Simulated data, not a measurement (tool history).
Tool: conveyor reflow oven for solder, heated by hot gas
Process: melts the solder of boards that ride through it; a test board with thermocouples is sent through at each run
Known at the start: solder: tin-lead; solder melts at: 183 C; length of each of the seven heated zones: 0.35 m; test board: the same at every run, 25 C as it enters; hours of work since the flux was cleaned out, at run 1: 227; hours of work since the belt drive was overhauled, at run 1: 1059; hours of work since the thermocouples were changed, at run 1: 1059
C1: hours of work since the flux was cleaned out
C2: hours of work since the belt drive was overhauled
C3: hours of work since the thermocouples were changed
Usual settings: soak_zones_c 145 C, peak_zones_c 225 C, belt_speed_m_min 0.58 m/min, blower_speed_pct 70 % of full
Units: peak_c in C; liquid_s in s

run 1 hour=0 | soak_zones_c=145 peak_zones_c=225 belt_speed_m_min=0.58 blower_speed_pct=70 | C1=227 C2=1059 C3=1059 | peak_c=206.3 liquid_s=46.9
-- hour=55.3 flux residue cleaned out of gas plates and filters
run 2 hour=66 | soak_zones_c=145 peak_zones_c=225 belt_speed_m_min=0.58 blower_speed_pct=70 | C1=6 C2=1090 C3=1090 | peak_c=207.5 liquid_s=48.7
run 3 hour=151.6 | soak_zones_c=145 peak_zones_c=225 belt_speed_m_min=0.58 blower_speed_pct=70 | C1=49 C2=1134 C3=1134 | peak_c=206.8 liquid_s=48
run 4 hour=240.7 | soak_zones_c=145 peak_zones_c=227 belt_speed_m_min=0.58 blower_speed_pct=70 | C1=95 C2=1180 C3=1180 | peak_c=208.3 liquid_s=49.6
run 5 hour=284.1 | soak_zones_c=145 peak_zones_c=227 belt_speed_m_min=0.58 blower_speed_pct=70 | C1=117 C2=1202 C3=1202 | peak_c=208 liquid_s=49.6
run 6 hour=376.4 | soak_zones_c=145 peak_zones_c=227 belt_speed_m_min=0.58 blower_speed_pct=70 | C1=164 C2=1249 C3=1249 | peak_c=207.2 liquid_s=49
run 7 hour=456.7 | soak_zones_c=145 peak_zones_c=225 belt_speed_m_min=0.58 blower_speed_pct=70 | C1=205 C2=1290 C3=1290 | peak_c=205.5 liquid_s=46.9
run 8 hour=530.1 | soak_zones_c=145 peak_zones_c=225 belt_speed_m_min=0.58 blower_speed_pct=70 | C1=243 C2=1328 C3=1328 | peak_c=205.7 liquid_s=46.3
-- hour=554.1 flux residue cleaned out of gas plates and filters
-- hour=577.7 thermocouples of zones 6 and 7 changed
run 9 hour=606.4 | soak_zones_c=145 peak_zones_c=225 belt_speed_m_min=0.58 blower_speed_pct=70 | C1=26 C2=1363 C3=15 | peak_c=210.8 liquid_s=51.7
-- hour=617.1 belt drive overhauled, speed set with a stopwatch
run 10 hour=651.1 | soak_zones_c=145 peak_zones_c=225 belt_speed_m_min=0.479 blower_speed_pct=70 | C1=47 C2=17 C3=36 | peak_c=214.5 liquid_s=68.3
run 11 hour=718.3 | soak_zones_c=145 peak_zones_c=225 belt_speed_m_min=0.479 blower_speed_pct=70 | C1=81 C2=52 C3=70 | peak_c=214.8 liquid_s=68.2
run 12 hour=759.5 | soak_zones_c=145 peak_zones_c=225 belt_speed_m_min=0.479 blower_speed_pct=70 | C1=102 C2=73 C3=91 | peak_c=214.2 liquid_s=67.8
run 13 hour=826.6 | soak_zones_c=145 peak_zones_c=225 belt_speed_m_min=0.479 blower_speed_pct=70 | C1=136 C2=107 C3=125 | peak_c=214.4 liquid_s=68
run 14 hour=919.1 | soak_zones_c=145 peak_zones_c=225 belt_speed_m_min=0.479 blower_speed_pct=70 | C1=184 C2=155 C3=173 | peak_c=214 liquid_s=67.1
run 15 hour=1006.6 | soak_zones_c=145 peak_zones_c=238 belt_speed_m_min=0.479 blower_speed_pct=75 | C1=229 C2=199 C3=217 | peak_c=226.7 liquid_s=77.3
run 16 hour=1049.6 | soak_zones_c=145 peak_zones_c=238 belt_speed_m_min=0.479 blower_speed_pct=75 | C1=251 C2=221 C3=240 | peak_c=226.6 liquid_s=76.6
-- hour=1061.7 flux residue cleaned out of gas plates and filters
run 17 hour=1129.6 | soak_zones_c=145 peak_zones_c=238 belt_speed_m_min=0.479 blower_speed_pct=75 | C1=35 C2=260 C3=278 | peak_c=226.9 liquid_s=77.2
run 18 hour=1196.6 | soak_zones_c=145 peak_zones_c=215 belt_speed_m_min=0.514 blower_speed_pct=69 | C1=69 C2=294 C3=312 | peak_c=203.1 liquid_s=51.8
run 19 hour=1291.3 | soak_zones_c=149 peak_zones_c=215 belt_speed_m_min=0.675 blower_speed_pct=77 | C1=118 C2=343 C3=361 | peak_c=199 liquid_s=34.1
run 20 hour=1382.1 | soak_zones_c=149 peak_zones_c=215 belt_speed_m_min=0.675 blower_speed_pct=77 | C1=164 C2=389 C3=407 | peak_c=198.8 liquid_s=33.8
run 21 hour=1444.8 | soak_zones_c=145 peak_zones_c=225 belt_speed_m_min=0.58 blower_speed_pct=88 | C1=196 C2=421 C3=439 | peak_c=212.3 liquid_s=54
run 22 hour=1527.6 | soak_zones_c=145 peak_zones_c=225 belt_speed_m_min=0.58 blower_speed_pct=88 | C1=239 C2=464 C3=482 | peak_c=211.9 liquid_s=53.8
-- hour=1564.8 flux residue cleaned out of gas plates and filters
run 23 hour=1616.9 | soak_zones_c=145 peak_zones_c=232 belt_speed_m_min=0.58 blower_speed_pct=70 | C1=27 C2=507 C3=525 | peak_c=215 liquid_s=55
run 24 hour=1670.4 | soak_zones_c=145 peak_zones_c=232 belt_speed_m_min=0.58 blower_speed_pct=70 | C1=54 C2=534 C3=552 | peak_c=214.5 liquid_s=55.1
run 25 hour=1728.1 | soak_zones_c=145 peak_zones_c=226 belt_speed_m_min=0.58 blower_speed_pct=70 | C1=84 C2=564 C3=582 | peak_c=209.4 liquid_s=50.7

3 ways to go on from here, each from the tool as it stands after run 25. What would each give?
run A hour=1788.6 | soak_zones_c=138 peak_zones_c=225 belt_speed_m_min=0.58 blower_speed_pct=70 | C1=115 C2=595 C3=613 | peak_c=? liquid_s=?
run B hour=1788.6 | soak_zones_c=136 peak_zones_c=237 belt_speed_m_min=0.58 blower_speed_pct=70 | C1=115 C2=595 C3=613 | peak_c=? liquid_s=?
run C hour=1788.6 | soak_zones_c=139 peak_zones_c=218 belt_speed_m_min=0.58 blower_speed_pct=70 | C1=115 C2=595 C3=613 | peak_c=? liquid_s=?

run=A peak_c=207.2 liquid_s=45.5
run=B peak_c=216.9 liquid_s=53.7
run=C peak_c=201.4 liquid_s=39.7
Without the tool's hidden state the same runs would have given:
run=A peak_c=209.1 liquid_s=47.2
run=B peak_c=218.8 liquid_s=54.8
run=C peak_c=203.2 liquid_s=41.8
